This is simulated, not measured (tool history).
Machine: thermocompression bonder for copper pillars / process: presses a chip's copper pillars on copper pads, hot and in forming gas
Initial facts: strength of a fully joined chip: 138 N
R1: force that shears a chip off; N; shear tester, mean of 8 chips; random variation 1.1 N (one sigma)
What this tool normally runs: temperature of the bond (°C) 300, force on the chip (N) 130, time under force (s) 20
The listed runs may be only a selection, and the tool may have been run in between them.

run 1 hour=0 | temperature_of_the_bond_(°C)=300 force_on_the_chip_(N)=130 time_under_force_(s)=20 | R1=103.3
run 2 hour=27.8 | temperature_of_the_bond_(°C)=300 force_on_the_chip_(N)=130 time_under_force_(s)=20 | R1=101.1
run 3 hour=57.5 | temperature_of_the_bond_(°C)=300 force_on_the_chip_(N)=130 time_under_force_(s)=20 | R1=102.7
run 4 hour=90.2 | temperature_of_the_bond_(°C)=300 force_on_the_chip_(N)=130 time_under_force_(s)=20 | R1=103
run 5 hour=152.4 | temperature_of_the_bond_(°C)=300 force_on_the_chip_(N)=130 time_under_force_(s)=20 | R1=101.7
run 6 hour=198.5 | temperature_of_the_bond_(°C)=300 force_on_the_chip_(N)=130 time_under_force_(s)=20 | R1=102
-- hour=226.3 forming gas filter changed
run 7 hour=266.1 | temperature_of_the_bond_(°C)=300 force_on_the_chip_(N)=130 time_under_force_(s)=20 | R1=102.8
run 8 hour=324.2 | temperature_of_the_bond_(°C)=300 force_on_the_chip_(N)=130 time_under_force_(s)=20 | R1=102.2
run 9 hour=357.6 | temperature_of_the_bond_(°C)=300 force_on_the_chip_(N)=130 time_under_force_(s)=20 | R1=101.1
run 10 hour=390.6 | temperature_of_the_bond_(°C)=300 force_on_the_chip_(N)=130 time_under_force_(s)=20 | R1=104.2
-- hour=441.9 heater calibrated with a thermocouple chip
run 11 hour=443.5 | temperature_of_the_bond_(°C)=300 force_on_the_chip_(N)=130 time_under_force_(s)=20 | R1=102.3
run 12 hour=470.5 | temperature_of_the_bond_(°C)=300 force_on_the_chip_(N)=130 time_under_force_(s)=20 | R1=101.9
run 13 hour=515.6 | temperature_of_the_bond_(°C)=309 force_on_the_chip_(N)=110 time_under_force_(s)=20 | R1=100.7
run 14 hour=576.6 | temperature_of_the_bond_(°C)=323 force_on_the_chip_(N)=157 time_under_force_(s)=48 | R1=132.7
run 15 hour=639.5 | temperature_of_the_bond_(°C)=300 force_on_the_chip_(N)=136 time_under_force_(s)=20 | R1=104.6
-- hour=654.5 forming gas filter changed
run 16 hour=667.8 | temperature_of_the_bond_(°C)=313 force_on_the_chip_(N)=102 time_under_force_(s)=50 | R1=120.7
run 17 hour=707.3 | temperature_of_the_bond_(°C)=313 force_on_the_chip_(N)=102 time_under_force_(s)=50 | R1=119
run 18 hour=738.3 | temperature_of_the_bond_(°C)=311 force_on_the_chip_(N)=136 time_under_force_(s)=50 | R1=128.3
run 19 hour=793.4 | temperature_of_the_bond_(°C)=311 force_on_the_chip_(N)=136 time_under_force_(s)=50 | R1=127.5
run 20 hour=856.2 | temperature_of_the_bond_(°C)=304 force_on_the_chip_(N)=116 time_under_force_(s)=14 | R1=90.8
run 21 hour=902.6 | temperature_of_the_bond_(°C)=304 force_on_the_chip_(N)=116 time_under_force_(s)=14 | R1=91.4
run 22 hour=957.2 | temperature_of_the_bond_(°C)=304 force_on_the_chip_(N)=116 time_under_force_(s)=14 | R1=88.8
run 23 hour=1024.5 | temperature_of_the_bond_(°C)=304 force_on_the_chip_(N)=116 time_under_force_(s)=14 | R1=91.9
run 24 hour=1070.9 | temperature_of_the_bond_(°C)=304 force_on_the_chip_(N)=116 time_under_force_(s)=14 | R1=92.6

Consider 5 possible next runs. They are alternatives, not a sequence: every one starts from the tool as it was left by run 24. What does each give?
-- hour=1079.9 forming gas filter changed
run A hour=1126.7 | temperature_of_the_bond_(°C)=303 force_on_the_chip_(N)=166 time_under_force_(s)=20 | R1=?
-- hour=1079.9 forming gas filter changed
run B hour=1126.7 | temperature_of_the_bond_(°C)=310 force_on_the_chip_(N)=81 time_under_force_(s)=27 | R1=?
-- hour=1079.9 forming gas filter changed
run C hour=1126.7 | temperature_of_the_bond_(°C)=282 force_on_the_chip_(N)=177 time_under_force_(s)=25 | R1=?
-- hour=1079.9 forming gas filter changed
run D hour=1126.7 | temperature_of_the_bond_(°C)=279 force_on_the_chip_(N)=194 time_under_force_(s)=14 | R1=?
-- hour=1079.9 forming gas filter changed
run E hour=1126.7 | temperature_of_the_bond_(°C)=304 force_on_the_chip_(N)=138 time_under_force_(s)=20 | R1=?

run=A R1=113.5
run=B R1=94
run=C R1=108.4
run=D R1=92.3
run=E R1=107.4
Without the tool's hidden state the same runs would have given:
run=A R1=113.6
run=B R1=94.1
run=C R1=108.5
run=D R1=92.4
run=E R1=107.5

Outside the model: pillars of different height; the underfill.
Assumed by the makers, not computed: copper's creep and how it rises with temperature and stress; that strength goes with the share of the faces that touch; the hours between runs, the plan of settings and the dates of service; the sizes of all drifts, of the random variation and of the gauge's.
